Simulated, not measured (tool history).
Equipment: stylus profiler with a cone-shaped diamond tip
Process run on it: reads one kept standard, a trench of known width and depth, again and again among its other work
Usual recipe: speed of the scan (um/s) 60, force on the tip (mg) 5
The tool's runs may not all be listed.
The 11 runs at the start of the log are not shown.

run,hour,speed of the scan (um/s),force on the tip (mg),scans with this tip,hours of work since the height scale was calibrated,depth of the trench (Å),width of the trench's floor (µm)
12,174.4,60,1.74,2702,351,10051.8,96.06
13,189.4,60,1.74,2792,363,10053.2,96.04
14,212.5,60,1.74,2931,381,10056.6,96.06
15,235.7,60,1.74,3070,399,10054.3,96.09
16,247,60,1.74,3138,408,10056.6,96.04
17,260.4,60,1.74,3219,418,10056.4,96.05
18,273.7,60,1.74,3299,428,10056.6,96.01
19,287.5,113,5,3382,439,10107.7,96.05
20,308.3,113,5,3507,455,10106.4,95.97
21,333,28,5.23,3656,475,10111.5,96.4
22,355.3,140,5.78,3790,492,10121.2,95.95
23,379.3,140,5.78,3934,511,10120,95.89
24,397,61,5,4040,525,10111.5,96.24
25,410.9,224,2.1,4124,536,10062.9,94.91
26,435.2,224,2.1,4270,554,10062.1,94.97
27,459.9,224,2.1,4419,574,10065.8,94.87
28,473.2,32,3.62,4499,584,10087,96.4
29,487.7,32,5.62,4586,596,10117.5,96.39
30,506.5,32,5.62,4699,610,10118.1,96.37
31,525.4,168,7.28,4813,625,10140.2,95.92
32,538.8,168,5.19,4893,635,10113.6,95.76
33,557.6,43,12.12,5006,650,10200.8,96.41
34,578.3,20,8.76,5131,666,10158.4,96.47
35,594.4,20,8.76,5227,679,10156.2,96.45
36,616.2,48,8.77,5359,696,10155.1,96.35

Predict the results of run 37:
37,632.4,71,3.54,5456,709,?,?

{"run 37": {"depth of the trench (Å)": 10089.1, "width of the trench's floor (µm)": 96.16}}
Had the tool carried no hidden state, the very same run would have given depth of the trench (Å) 10088.8, width of the trench's floor (µm) 96.17.

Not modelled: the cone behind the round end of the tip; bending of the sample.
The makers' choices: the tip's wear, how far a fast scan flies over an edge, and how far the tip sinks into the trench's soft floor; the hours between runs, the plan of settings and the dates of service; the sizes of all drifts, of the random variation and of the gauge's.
